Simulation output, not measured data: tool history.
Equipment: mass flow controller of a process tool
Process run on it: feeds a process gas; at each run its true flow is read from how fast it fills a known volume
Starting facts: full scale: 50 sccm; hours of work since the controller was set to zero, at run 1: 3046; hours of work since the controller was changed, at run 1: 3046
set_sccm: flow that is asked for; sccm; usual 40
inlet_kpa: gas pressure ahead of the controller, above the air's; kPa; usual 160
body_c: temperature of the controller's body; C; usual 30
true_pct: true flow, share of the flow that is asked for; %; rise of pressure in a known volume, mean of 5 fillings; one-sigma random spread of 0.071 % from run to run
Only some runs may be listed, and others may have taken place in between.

run	hour	set_sccm	inlet_kpa	body_c	hours of work since the controller was set to zero	hours of work since the controller was changed	true_pct
1	0	40	160	30	3046	3046	99.47
2	200.1	40	160	30	3123	3123	99.4
3	458.5	40	202	30	3223	3223	99.29
4	599.6	40	202	30	3278	3278	99.33
5	777.8	40	160	30	3346	3346	99.38
6	967.3	40	160	30	3420	3420	99.35
7	1194.1	40	160	34	3508	3508	99.51
8	1443.6	40	160	34	3604	3604	99.56
9	1594.9	11	265	21	3663	3663	99.11
10	1877.2	40	245	30	3772	3772	98.97
11	2054.5	40	245	30	3840	3840	99.19
12	2320.1	6	170	30	3943	3943	103.13
13	2504.5	6	170	30	4015	4015	103.39
14	2693.3	6	170	30	4088	4088	103.39

Forecast each of these 3 alternatives for the next run:
A	2837	11	169	30	4143	4143	?
B	2837	15	168	24	4143	4143	?
C	2837	8	166	25	4143	4143	?

run	true_pct
A	100.34
B	99.01
C	101.41
What these runs would have given with no unlogged condition in the tool:
run	true_pct
A	97.99
B	97.75
C	97.53

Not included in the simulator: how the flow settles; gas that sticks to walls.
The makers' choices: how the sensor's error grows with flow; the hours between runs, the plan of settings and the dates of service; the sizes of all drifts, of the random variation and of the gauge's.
